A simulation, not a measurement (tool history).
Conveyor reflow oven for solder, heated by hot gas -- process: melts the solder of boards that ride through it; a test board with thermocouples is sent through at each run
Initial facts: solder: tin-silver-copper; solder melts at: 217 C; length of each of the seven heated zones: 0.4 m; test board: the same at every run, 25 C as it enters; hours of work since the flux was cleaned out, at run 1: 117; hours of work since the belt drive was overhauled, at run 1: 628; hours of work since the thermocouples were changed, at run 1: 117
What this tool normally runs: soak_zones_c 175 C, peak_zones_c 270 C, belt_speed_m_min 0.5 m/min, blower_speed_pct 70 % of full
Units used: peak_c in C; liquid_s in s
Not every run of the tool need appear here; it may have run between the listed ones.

run     day  soak_zones_c  peak_zones_c  belt_speed_m_min  blower_speed_pct  hours of work since the flux was cleaned out  hours of work since the belt drive was overhauled  hours of work since the thermocouples were changed  peak_c  liquid_s
  1       0           175           270               0.5                70                                           117                                                628                                                 117   258.1      79.8
  2   1.508           175           270               0.5                70                                           144                                                655                                                 144   258.2      79.7
  3   3.604           175           270               0.5                70                                           182                                                693                                                 182   257.8      79.6
  4   5.033           175           276               0.5                70                                           208                                                718                                                 208   263.2      83.2
      5.379  -- flux residue cleaned out of gas plates and filters
      5.546  -- belt drive overhauled, speed set with a stopwatch
  5   6.946           175           270             0.487                70                                            25                                                 25                                                 236   258.4      81.3
  6   8.554           175           270               0.5                56                                            54                                                 54                                                 265   254.4      75.2
  7  10.588           166           270               0.5                70                                            91                                                 91                                                 301   256.1      73.6
  8  12.208           166           270               0.5                70                                           120                                                120                                                 330   255.6      73.3
  9  14.358           166           270               0.5                70                                           159                                                159                                                 369     256      73.1
 10  15.858           166           271               0.5                70                                           186                                                186                                                 396   256.6      73.9
     17.375  -- flux residue cleaned out of gas plates and filters
 11  17.992           166           273               0.5                70                                            11                                                221                                                 431   258.9      75.7
 12  20.092           175           270               0.5                57                                            49                                                259                                                 469   254.5      75.5
 13  21.492           175           270               0.5                57                                            74                                                284                                                 494   254.7      75.6
 14  23.262           175           270               0.5                57                                           106                                                316                                                 526   253.6      75.5
 15  24.312           175           270               0.5                70                                           125                                                335                                                 545   256.4      78.1
 16  25.854           175           270               0.5                70                                           153                                                362                                                 573   256.6      77.9
 17  27.004           183           271               0.5                70                                           174                                                383                                                 593   258.1      83.1
 18  28.929           183           260               0.5                70                                           208                                                418                                                 628   248.4      75.2
     29.338  -- flux residue cleaned out of gas plates and filters
 19  30.233           183           260             0.521                70                                            16                                                438                                                 648   247.9      71.5
 20  31.275           183           260             0.521                70                                            35                                                456                                                 667   247.3      71.6
 21  33.379           167           276             0.419                64                                            73                                                494                                                 705   264.8      97.9
 22  34.688           167           259             0.419                64                                            96                                                518                                                 728   248.2      83.6
 23  36.262           177           259             0.419                84                                           125                                                546                                                 757   251.1      93.1
 24  38.188           180           262             0.562                67                                           160                                                581                                                 791   245.4      62.1
 25  39.683           175           270               0.5                77                                           187                                                608                                                 818   256.3      79.3
     41.208  -- flux residue cleaned out of gas plates and filters
 26  41.721           175           270             0.525                77                                             9                                                641                                                 851   255.5      74.5
 27  42.633           175           270             0.533                54                                            26                                                657                                                 868     251      67.7
 28  44.238           173           270               0.5                70                                            55                                                686                                                 897   255.6      77.2
     46.354  -- belt drive overhauled, speed set with a stopwatch
 29  46.354           173           270               0.5                70                                            90                                                  0                                                 932   254.9      75.4

What if the next run were any one of these 4? Each begins from the tool's condition after run 29:
  A  47.621           162           270               0.5                70                                           113                                                 23                                                 955       ?         ?
  B  47.621           173           280               0.5                70                                           113                                                 23                                                 955       ?         ?
  C  47.621           173           266             0.469                75                                           113                                                 23                                                 955       ?         ?
  D  47.621           173           265             0.472                70                                           113                                                 23                                                 955       ?         ?

run  peak_c  liquid_s
  A   253.1      69.3
  B   263.8      81.6
  C   253.3      79.9
  D   251.3      77.5
The same runs, with their run-to-run variation unchanged, on a tool lacking any hidden condition would have given:
run  peak_c  liquid_s
  A   256.5      72.1
  B   267.2      83.6
  C   256.7      82.5
  D   254.6      80.2
